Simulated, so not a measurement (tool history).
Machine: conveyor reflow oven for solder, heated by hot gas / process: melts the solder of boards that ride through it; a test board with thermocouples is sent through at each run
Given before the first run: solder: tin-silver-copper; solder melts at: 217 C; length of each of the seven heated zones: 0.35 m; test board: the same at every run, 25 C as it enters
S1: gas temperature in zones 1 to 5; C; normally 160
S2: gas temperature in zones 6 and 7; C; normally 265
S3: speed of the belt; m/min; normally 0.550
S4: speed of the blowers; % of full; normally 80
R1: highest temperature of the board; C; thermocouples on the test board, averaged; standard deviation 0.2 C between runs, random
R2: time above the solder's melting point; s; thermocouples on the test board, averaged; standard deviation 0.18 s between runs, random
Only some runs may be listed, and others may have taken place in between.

run 1 day=0.000 | S1=160 S2=265 S3=0.550 S4=80 | R1=247.9 R2=50.5
run 2 day=1.217 | S1=160 S2=273 S3=0.550 S4=80 | R1=254.7 R2=55.9
run 3 day=2.688 | S1=160 S2=265 S3=0.550 S4=54 | R1=240.8 R2=41.5
run 4 day=3.971 | S1=171 S2=265 S3=0.550 S4=54 | R1=242.7 R2=47.6
run 5 day=5.125 | S1=171 S2=265 S3=0.550 S4=54 | R1=242.5 R2=47.5
run 6 day=6.662 | S1=171 S2=265 S3=0.550 S4=54 | R1=242.2 R2=47.3
run 7 day=8.271 | S1=160 S2=265 S3=0.550 S4=80 | R1=246.7 R2=50.1
run 8 day=9.367 | S1=160 S2=265 S3=0.550 S4=80 | R1=247.0 R2=49.5
run 9 day=10.921 | S1=160 S2=265 S3=0.550 S4=80 | R1=246.6 R2=49.8
run 10 day=12.500 | S1=148 S2=265 S3=0.550 S4=80 | R1=244.7 R2=44.3
run 11 day=14.133 | S1=148 S2=265 S3=0.550 S4=80 | R1=244.3 R2=44.2
run 12 day=15.229 | S1=148 S2=265 S3=0.550 S4=80 | R1=244.0 R2=44.0
-- day=16.479 flux residue cleaned out of gas plates and filters
run 13 day=16.658 | S1=148 S2=265 S3=0.550 S4=80 | R1=245.5 R2=46.1
run 14 day=18.288 | S1=148 S2=265 S3=0.550 S4=80 | R1=245.4 R2=46.0
run 15 day=19.567 | S1=148 S2=265 S3=0.550 S4=80 | R1=245.4 R2=45.8
run 16 day=21.133 | S1=160 S2=265 S3=0.550 S4=80 | R1=247.2 R2=50.7

Run 17 comes next. What will it give?
run 17 day=22.429 | S1=169 S2=259 S3=0.589 S4=80 | R1=? R2=?

R1: 241.1 C
R2: 44.4 s
With the hidden condition absent and the run-to-run variation left alone, this run would have shown R1 243.4 C, R2 45.1 s.
